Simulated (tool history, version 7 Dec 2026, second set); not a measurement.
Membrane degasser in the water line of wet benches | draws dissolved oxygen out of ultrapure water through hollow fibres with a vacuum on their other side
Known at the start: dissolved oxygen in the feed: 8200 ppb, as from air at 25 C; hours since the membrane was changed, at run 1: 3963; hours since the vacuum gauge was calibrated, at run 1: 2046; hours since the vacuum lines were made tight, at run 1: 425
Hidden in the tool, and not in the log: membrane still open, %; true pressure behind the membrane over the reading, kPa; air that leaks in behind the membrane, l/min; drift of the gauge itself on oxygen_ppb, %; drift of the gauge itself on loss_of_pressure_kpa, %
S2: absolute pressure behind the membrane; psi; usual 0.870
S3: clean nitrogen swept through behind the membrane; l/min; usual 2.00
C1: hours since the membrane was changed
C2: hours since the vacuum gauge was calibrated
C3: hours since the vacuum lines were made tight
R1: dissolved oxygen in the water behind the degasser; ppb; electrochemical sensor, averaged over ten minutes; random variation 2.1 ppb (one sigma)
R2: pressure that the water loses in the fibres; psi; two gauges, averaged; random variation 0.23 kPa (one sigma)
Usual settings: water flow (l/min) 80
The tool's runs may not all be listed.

{"run": 1, "day": 0.0, "water flow (l/min)": 80, "S2": 0.87, "S3": 2.0, "C1": 3963, "C2": 2046, "C3": 425, "R1": 239.0, "R2": 8.608}
{"run": 2, "day": 2.654, "water flow (l/min)": 80, "S2": 1.658, "S3": 2.0, "C1": 4027, "C2": 2110, "C3": 489, "R1": 639.4, "R2": 8.605}
{"run": 3, "day": 6.692, "water flow (l/min)": 80, "S2": 1.658, "S3": 2.0, "C1": 4123, "C2": 2207, "C3": 585, "R1": 640.6, "R2": 8.625}
{"run": 4, "day": 11.775, "water flow (l/min)": 80, "S2": 0.87, "S3": 2.0, "C1": 4245, "C2": 2329, "C3": 707, "R1": 240.1, "R2": 8.627}
{"run": 5, "day": 14.1, "water flow (l/min)": 80, "S2": 0.87, "S3": 2.0, "C1": 4301, "C2": 2385, "C3": 763, "R1": 240.6, "R2": 8.585}
{"run": 6, "day": 18.938, "water flow (l/min)": 80, "S2": 0.87, "S3": 2.0, "C1": 4417, "C2": 2501, "C3": 879, "R1": 242.1, "R2": 8.595}
{"run": 7, "day": 21.571, "water flow (l/min)": 80, "S2": 0.87, "S3": 2.0, "C1": 4481, "C2": 2564, "C3": 943, "R1": 242.1, "R2": 8.611}
{"run": 8, "day": 24.75, "water flow (l/min)": 80, "S2": 0.87, "S3": 2.0, "C1": 4557, "C2": 2640, "C3": 1019, "R1": 240.9, "R2": 8.672}
{"run": 9, "day": 28.85, "water flow (l/min)": 80, "S2": 0.87, "S3": 2.0, "C1": 4655, "C2": 2739, "C3": 1117, "R1": 242.2, "R2": 8.628}
{"run": 10, "day": 31.25, "water flow (l/min)": 80, "S2": 0.87, "S3": 2.0, "C1": 4713, "C2": 2796, "C3": 1175, "R1": 242.3, "R2": 8.578}
{"run": 11, "day": 33.538, "water flow (l/min)": 80, "S2": 0.87, "S3": 2.0, "C1": 4768, "C2": 2851, "C3": 1230, "R1": 247.1, "R2": 8.679}
{"run": 12, "day": 35.675, "water flow (l/min)": 72, "S2": 0.87, "S3": 2.0, "C1": 4819, "C2": 2903, "C3": 1281, "R1": 218.9, "R2": 7.793}
{"run": 13, "day": 39.329, "water flow (l/min)": 80, "S2": 0.87, "S3": 2.0, "C1": 4907, "C2": 2990, "C3": 1369, "R1": 245.1, "R2": 8.673}
{"run": 14, "day": 43.617, "water flow (l/min)": 80, "S2": 0.87, "S3": 2.0, "C1": 5010, "C2": 3093, "C3": 1472, "R1": 242.6, "R2": 8.615}
{"day": 44.1, "done": "vacuum gauge calibrated"}
{"run": 15, "day": 47.025, "water flow (l/min)": 80, "S2": 0.87, "S3": 2.0, "C1": 5091, "C2": 70, "C3": 1553, "R1": 239.5, "R2": 8.65}
{"run": 16, "day": 51.525, "water flow (l/min)": 80, "S2": 0.87, "S3": 2.0, "C1": 5199, "C2": 178, "C3": 1661, "R1": 244.2, "R2": 8.686}
{"run": 17, "day": 54.883, "water flow (l/min)": 60, "S2": 1.188, "S3": 5.78, "C1": 5280, "C2": 259, "C3": 1742, "R1": 131.6, "R2": 6.48}
{"run": 18, "day": 58.562, "water flow (l/min)": 60, "S2": 1.188, "S3": 5.78, "C1": 5368, "C2": 347, "C3": 1830, "R1": 129.7, "R2": 6.483}
{"day": 60.35, "done": "vacuum gauge calibrated, once more"}
{"run": 19, "day": 63.108, "water flow (l/min)": 96, "S2": 1.994, "S3": 4.67, "C1": 5476, "C2": 66, "C3": 1938, "R1": 481.2, "R2": 10.37}
{"run": 20, "day": 65.233, "water flow (l/min)": 80, "S2": 1.713, "S3": 1.01, "C1": 5527, "C2": 117, "C3": 1990, "R1": 1061.0, "R2": 8.614}
{"run": 21, "day": 69.992, "water flow (l/min)": 80, "S2": 1.403, "S3": 2.0, "C1": 5642, "C2": 231, "C3": 2104, "R1": 512.3, "R2": 8.622}
{"run": 22, "day": 72.933, "water flow (l/min)": 80, "S2": 1.403, "S3": 2.0, "C1": 5712, "C2": 302, "C3": 2174, "R1": 513.7, "R2": 8.66}
{"run": 23, "day": 77.25, "water flow (l/min)": 62, "S2": 0.899, "S3": 2.0, "C1": 5816, "C2": 406, "C3": 2278, "R1": 206.5, "R2": 6.667}
{"run": 24, "day": 79.7, "water flow (l/min)": 62, "S2": 0.833, "S3": 2.57, "C1": 5875, "C2": 464, "C3": 2337, "R1": 143.4, "R2": 6.778}
{"run": 25, "day": 82.262, "water flow (l/min)": 62, "S2": 0.833, "S3": 2.57, "C1": 5936, "C2": 526, "C3": 2398, "R1": 144.5, "R2": 6.759}
{"run": 26, "day": 86.762, "water flow (l/min)": 86, "S2": 0.899, "S3": 1.21, "C1": 6044, "C2": 634, "C3": 2506, "R1": 394.9, "R2": 9.332}
{"run": 27, "day": 90.704, "water flow (l/min)": 86, "S2": 0.599, "S3": 1.36, "C1": 6139, "C2": 728, "C3": 2601, "R1": 140.0, "R2": 9.24}
{"run": 28, "day": 93.142, "water flow (l/min)": 86, "S2": 1.205, "S3": 4.06, "C1": 6197, "C2": 787, "C3": 2659, "R1": 267.2, "R2": 9.352}
{"run": 29, "day": 97.854, "water flow (l/min)": 86, "S2": 1.205, "S3": 4.06, "C1": 6310, "C2": 900, "C3": 2772, "R1": 265.2, "R2": 9.304}
{"run": 30, "day": 102.454, "water flow (l/min)": 86, "S2": 0.667, "S3": 3.36, "C1": 6421, "C2": 1011, "C3": 2883, "R1": 107.1, "R2": 9.335}
{"run": 31, "day": 107.342, "water flow (l/min)": 100, "S2": 2.019, "S3": 0.86, "C1": 6538, "C2": 1128, "C3": 3000, "R1": 1620.3, "R2": 10.863}
{"run": 32, "day": 111.95, "water flow (l/min)": 100, "S2": 2.019, "S3": 0.86, "C1": 6649, "C2": 1238, "C3": 3111, "R1": 1627.5, "R2": 10.911}

How the hidden state differs across the entries between the runs, from the last listed run before each to the first after it:
Between runs 14 and 15: vacuum gauge calibrated (day 44.100)
  air that leaks in behind the membrane, l/min: 0.0048 -> 0.0049
  measured less the result without the state, R1: +3.4 -> +3.7 ppb; R2: +0.187 -> +0.190 psi
Between runs 18 and 19: vacuum gauge calibrated, once more (day 60.350)
  membrane still open, %: 97.7 -> 97.6; true pressure behind the membrane over the reading, kPa: 0.02 -> 0.04; air that leaks in behind the membrane, l/min: 0.0051 -> 0.0052
  measured less the result without the state, R1: +2.1 -> +5.7 ppb; R2: +0.151 -> +0.245 psi
